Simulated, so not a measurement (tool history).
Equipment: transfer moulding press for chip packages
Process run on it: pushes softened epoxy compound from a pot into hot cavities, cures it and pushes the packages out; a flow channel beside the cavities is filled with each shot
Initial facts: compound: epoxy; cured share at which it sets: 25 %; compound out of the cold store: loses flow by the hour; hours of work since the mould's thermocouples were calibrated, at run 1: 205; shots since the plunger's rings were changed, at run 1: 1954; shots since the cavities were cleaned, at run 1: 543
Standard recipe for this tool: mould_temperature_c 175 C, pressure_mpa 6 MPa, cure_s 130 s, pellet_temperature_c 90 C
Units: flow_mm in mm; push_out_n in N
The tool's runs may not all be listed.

run,day,mould_temperature_c,pressure_mpa,cure_s,pellet_temperature_c,hours of work since the mould's thermocouples were calibrated,shots since the plunger's rings were changed,shots since the cavities were cleaned,incoming compound's hours out of the cold store,flow_mm,push_out_n
1,0,175,6,130,90,205,1954,543,34,686,267
# day 0.546: cavities cleaned with cleaning compound and waxed
2,1.579,175,5.41,130,90,224,2229,188,15.8,679,223
3,2.633,175,6,118,90,238,2420,379,36.2,676,274
# day 4.138: cavities cleaned with cleaning compound and waxed
4,4.296,175,6,118,90,258,2710,29,14.1,723,228
5,5.667,175,6,130,90,275,2959,278,21.5,698,237
6,7.458,175,6,130,90,298,3283,602,39.1,651,262
# day 7.817: cavities cleaned with cleaning compound and waxed
7,9.042,175,6.42,130,90,317,3559,222,23.9,719,223
8,11.112,175,6.42,130,90,343,3935,598,33.3,694,258
# day 11.429: cavities cleaned with cleaning compound and waxed
9,13.342,175,6.42,130,90,370,4327,346,8.9,744,255
# day 15.054: cavities cleaned with cleaning compound and waxed
10,15.342,175,6.42,130,90,395,4678,52,21.7,712,196
11,16.629,175,5.97,130,90,411,4912,286,25.2,672,231
# day 18.658: cavities cleaned with cleaning compound and waxed
12,18.688,175,5.97,130,90,436,5274,6,11.4,702,191
13,19.692,175,5.97,130,90,448,5455,187,9.9,706,223
# day 20.417: plunger's sealing rings changed
14,21.588,175,6,130,87,471,212,512,18.9,737,254
# day 22.404: cavities cleaned with cleaning compound and waxed
15,22.75,175,6,130,87,485,412,63,45,670,202
16,24.358,176,5.25,166,93,505,704,355,27.6,665,227
17,25.725,176,5.25,166,96,522,952,603,21.6,670,235
# day 25.988: cavities cleaned with cleaning compound and waxed
18,27.012,171,4.7,140,90,538,1174,186,32.9,618,231
19,28.308,171,4.7,140,90,554,1409,421,46.8,587,252
# day 29.583: cavities cleaned with cleaning compound and waxed
20,29.625,177,5.76,123,88,570,1636,8,27.7,677,195
21,31.754,177,5.76,123,88,597,2022,394,15.6,703,241
22,32.758,177,5.76,123,88,609,2203,575,13.5,710,264
# day 33.175: cavities cleaned with cleaning compound and waxed
23,33.771,175,5.55,130,81,621,2376,108,36,642,223
24,35.488,173,5.55,130,81,643,2687,419,30.2,660,248
# day 36.729: cavities cleaned with cleaning compound and waxed
25,37.204,173,4.61,161,81,664,2987,86,37.3,583,212
26,39.208,173,5.74,161,96,689,3350,449,39.2,648,242
# day 40.275: cavities cleaned with cleaning compound and waxed
# day 40.679: mould's thermocouples calibrated
27,41.458,173,5.34,161,96,10,3732,200,12.3,685,214
28,42.383,172,6.02,130,100,21,3900,368,20.2,713,275

What differs in the tool's unlogged condition from the final listed run ahead of each entry between runs to the first listed run following it?
Between runs 1 and 2: cavities cleaned with cleaning compound and waxed (day 0.546)
  true mould temperature over the reading, C: 0.37 -> 0.41; pressure that reaches the compound, % of what is set: 95.45 -> 94.84; grip of the stained cavities, % over clean ones': 28.4 -> 13.7
  what was measured, less what the result would be without the hidden state, flow_mm: -17 -> -20 mm; push_out_n: +57 -> +25 N
Between runs 3 and 4: cavities cleaned with cleaning compound and waxed (day 4.138)
  true mould temperature over the reading, C: 0.44 -> 0.48; pressure that reaches the compound, % of what is set: 94.39 -> 93.72; grip of the stained cavities, % over clean ones': 23.4 -> 3
  what was measured, less what the result would be without the hidden state, flow_mm: -21 -> -25 mm; push_out_n: +48 -> +2 N
Between runs 6 and 7: cavities cleaned with cleaning compound and waxed (day 7.817)
  true mould temperature over the reading, C: 0.56 -> 0.6; pressure that reaches the compound, % of what is set: 92.37 -> 91.75; grip of the stained cavities, % over clean ones': 31.4 -> 14.5
  what was measured, less what the result would be without the hidden state, flow_mm: -28 -> -33 mm; push_out_n: +61 -> +26 N
Between runs 8 and 9: cavities cleaned with cleaning compound and waxed (day 11.429)
  true mould temperature over the reading, C: 0.65 -> 0.7; pressure that reaches the compound, % of what is set: 90.95 -> 90.05; grip of the stained cavities, % over clean ones': 31.5 -> 24.3
  what was measured, less what the result would be without the hidden state, flow_mm: -35 -> -42 mm; push_out_n: +57 -> +47 N
Between runs 9 and 10: cavities cleaned with cleaning compound and waxed (day 15.054)
  true mould temperature over the reading, C: 0.7 -> 0.74; pressure that reaches the compound, % of what is set: 90.05 -> 89.28; grip of the stained cavities, % over clean ones': 24.3 -> 4.6
  what was measured, less what the result would be without the hidden state, flow_mm: -42 -> -44 mm; push_out_n: +47 -> +5 N
Between runs 11 and 12: cavities cleaned with cleaning compound and waxed (day 18.658)
  true mould temperature over the reading, C: 0.78 -> 0.83; pressure that reaches the compound, % of what is set: 88.79 -> 87.98; grip of the stained cavities, % over clean ones': 18.2 -> 0.6
  what was measured, less what the result would be without the hidden state, flow_mm: -43 -> -49 mm; push_out_n: +33 -> -2 N
Between runs 13 and 14: plunger's sealing rings changed (day 20.417)
  true mould temperature over the reading, C: 0.86 -> 0.9; pressure that reaches the compound, % of what is set: 87.56 -> 99.55; grip of the stained cavities, % over clean ones': 12.5 -> 27.7
  what was measured, less what the result would be without the hidden state, flow_mm: -51 -> -4 mm; push_out_n: +20 -> +50 N
Between runs 14 and 15: cavities cleaned with cleaning compound and waxed (day 22.404)
  true mould temperature over the reading, C: 0.9 -> 0.93; pressure that reaches the compound, % of what is set: 99.55 -> 99.08; grip of the stained cavities, % over clean ones': 27.7 -> 4.9
  what was measured, less what the result would be without the hidden state, flow_mm: -4 -> -6 mm; push_out_n: +50 -> +6 N
Between runs 17 and 18: cavities cleaned with cleaning compound and waxed (day 25.988)
  true mould temperature over the reading, C: 1 -> 1.03; pressure that reaches the compound, % of what is set: 97.86 -> 97.3; grip of the stained cavities, % over clean ones': 31.8 -> 12.6
  what was measured, less what the result would be without the hidden state, flow_mm: -10 -> -11 mm; push_out_n: +58 -> +19 N
Between runs 19 and 20: cavities cleaned with cleaning compound and waxed (day 29.583)
  true mould temperature over the reading, C: 1.06 -> 1.09; pressure that reaches the compound, % of what is set: 96.82 -> 96.32; grip of the stained cavities, % over clean ones': 25.1 -> 1.6
  what was measured, less what the result would be without the hidden state, flow_mm: -12 -> -15 mm; push_out_n: +45 -> -1 N
Between runs 22 and 23: cavities cleaned with cleaning compound and waxed (day 33.175)
  true mould temperature over the reading, C: 1.17 -> 1.2; pressure that reaches the compound, % of what is set: 95.1 -> 94.72; grip of the stained cavities, % over clean ones': 30.6 -> 8.9
  what was measured, less what the result would be without the hidden state, flow_mm: -21 -> -21 mm; push_out_n: +56 -> +14 N
Between runs 24 and 25: cavities cleaned with cleaning compound and waxed (day 36.729)
  true mould temperature over the reading, C: 1.24 -> 1.28; pressure that reaches the compound, % of what is set: 94 -> 93.39; grip of the stained cavities, % over clean ones': 25.8 -> 7.4
  what was measured, less what the result would be without the hidden state, flow_mm: -24 -> -23 mm; push_out_n: +44 -> +12 N
Between runs 26 and 27: cavities cleaned with cleaning compound and waxed (day 40.275); mould's thermocouples calibrated (day 40.679)
  true mould temperature over the reading, C: 1.33 -> -0.04; pressure that reaches the compound, % of what is set: 92.55 -> 91.71; grip of the stained cavities, % over clean ones': 25.2 -> 12.5
  what was measured, less what the result would be without the hidden state, flow_mm: -29 -> -31 mm; push_out_n: +47 -> +24 N
